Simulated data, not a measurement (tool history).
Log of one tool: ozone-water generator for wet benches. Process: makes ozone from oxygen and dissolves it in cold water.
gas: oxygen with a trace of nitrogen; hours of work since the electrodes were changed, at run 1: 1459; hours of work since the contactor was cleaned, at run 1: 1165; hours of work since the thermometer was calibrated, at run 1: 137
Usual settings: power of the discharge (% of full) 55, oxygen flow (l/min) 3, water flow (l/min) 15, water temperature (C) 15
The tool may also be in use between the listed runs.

run   hour  power of the discharge (% of full)  oxygen flow (l/min)  water flow (l/min)  water temperature (C)  hours of work since the electrodes were changed  hours of work since the contactor was cleaned  hours of work since the thermometer was calibrated  dissolved ozone (ppm)  ozone in the gas ahead of the water (g/m3)
  1      0                                  55                    3                  15                     15                                             1459                                           1165                                                 137                   11.1                                       134.2
  2   60.5                                  55                    3                  15                     15                                             1499                                           1205                                                 178                   11.3                                       132.1
  3   88.7                                  55                    3                  15                     15                                             1518                                           1224                                                 196                   11.3                                       133.3
  4  119.9                                  45                    3                  15                     15                                             1539                                           1245                                                 217                   10.3                                       120.7
     126.9  -- contactor cleaned
  5  166.9                                  74                    3                  15                     15                                             1567                                             27                                                 246                   13.2                                       155.2
  6  227.9                                  74                    3                  15                     15                                             1608                                             67                                                 287                   12.8                                       155.9
  7  285.6                                  58                 2.36                  15                     15                                             1647                                            106                                                 325                   11.1                                       156.3
     299.3  -- contactor cleaned, once more
  8  328.7                                  67                    3                  15                     17                                             1673                                             20                                                 352                   12.3                                       147.6
  9  358.9                                  90                 3.93                  15                     18                                             1693                                             40                                                 372                   14.3                                       148.1
 10  421.7                                  90                 3.47                  16                      9                                             1735                                             82                                                 414                   14.8                                       157.4
 11  454.2                                  71                    3                  18                     15                                             1757                                            104                                                 435                   10.9                                       151.6
 12  493.4                                  71                    3                  18                     15                                             1783                                            130                                                 462                     11                                       152.8

Measured less the same run without the tool's hidden state. The same run-to-run variation is in both; the gauge's scatter may not be:
The hidden state here: yield of the discharge, % of new electrodes'; contactor's efficiency, % of a clean one's; true water temperature over the reading, C; drift of the gauge itself on ozone_ppm, %; drift of the gauge itself on gas_g_m3, %.
run  dissolved ozone (ppm)  ozone in the gas ahead of the water (g/m3)
  1                   -0.7                                        -5.1
  2                   -0.7                                        -5.1
  3                   -0.7                                        -5.3
  4                   -0.6                                        -4.2
  5                     -1                                        -7.4
  6                   -1.1                                        -7.6
  7                   -0.8                                        -6.7
  8                   -0.7                                        -7.1
  9                   -0.9                                        -8.3
 10                     -1                                          -9
 11                   -0.6                                        -7.8
 12                   -0.7                                        -7.9
